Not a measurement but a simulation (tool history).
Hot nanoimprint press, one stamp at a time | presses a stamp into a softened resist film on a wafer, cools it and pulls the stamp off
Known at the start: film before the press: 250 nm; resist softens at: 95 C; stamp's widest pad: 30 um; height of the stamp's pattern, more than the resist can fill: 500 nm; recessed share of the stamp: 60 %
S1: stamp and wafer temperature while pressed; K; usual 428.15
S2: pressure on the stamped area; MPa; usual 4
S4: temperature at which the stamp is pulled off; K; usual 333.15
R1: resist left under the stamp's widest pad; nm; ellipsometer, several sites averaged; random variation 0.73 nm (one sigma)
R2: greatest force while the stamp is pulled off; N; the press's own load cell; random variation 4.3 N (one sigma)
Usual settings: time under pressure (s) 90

Run 1, hour 0.0: usual settings. Result: R1 91.0 nm, R2 328 N.
Run 2, hour 11.0: usual settings. Result: R1 90.7 nm, R2 328 N.
Run 3, hour 34.7: usual settings. Result: R1 92.8 nm, R2 342 N.
Run 4, hour 59.8: usual settings. Result: R1 91.8 nm, R2 350 N.
Run 5, hour 82.4: usual settings but S4 331.15 K. Result: R1 93.5 nm, R2 363 N.
At hour 103.2: stamp cleaned and given a new release coat.
Run 6, hour 105.2: usual settings but S4 331.15 K. Result: R1 92.2 nm, R2 225 N.
Run 7, hour 124.2: usual settings but S4 331.15 K. Result: R1 92.2 nm, R2 229 N.
Run 8, hour 144.6: usual settings but S4 331.15 K. Result: R1 93.1 nm, R2 221 N.
Run 9, hour 155.7: usual settings but S4 331.15 K. Result: R1 92.7 nm, R2 219 N.
Run 10, hour 171.7: usual settings but S4 323.15 K. Result: R1 93.2 nm, R2 263 N.
Run 11, hour 194.0: usual settings but S4 323.15 K. Result: R1 92.8 nm, R2 260 N.
Run 12, hour 212.4: usual settings but S1 418.15 K, time under pressure (s) 55, S4 329.15 K. Result: R1 164.7 nm, R2 251 N.
Run 13, hour 235.1: usual settings but S1 438.15 K, time under pressure (s) 95. Result: R1 60.9 nm, R2 233 N.
Run 14, hour 248.2: usual settings but S1 438.15 K, time under pressure (s) 95. Result: R1 60.7 nm, R2 234 N.
Run 15, hour 259.6: usual settings but S1 417.15 K. Result: R1 147.4 nm, R2 231 N.
Run 16, hour 275.5: usual settings but S1 423.15 K. Result: R1 116.5 nm, R2 243 N.
Run 17, hour 292.3: usual settings but S1 423.15 K. Result: R1 116.7 nm, R2 246 N.

Forecast run 18:
Run 18, hour 306.9: usual settings but S1 423.15 K. Result: R1 ?, R2 ?.

R1: 116.9 nm
R2: 239 N
Without the tool's hidden state the same run would have given R1 109.1 nm, R2 205 N.
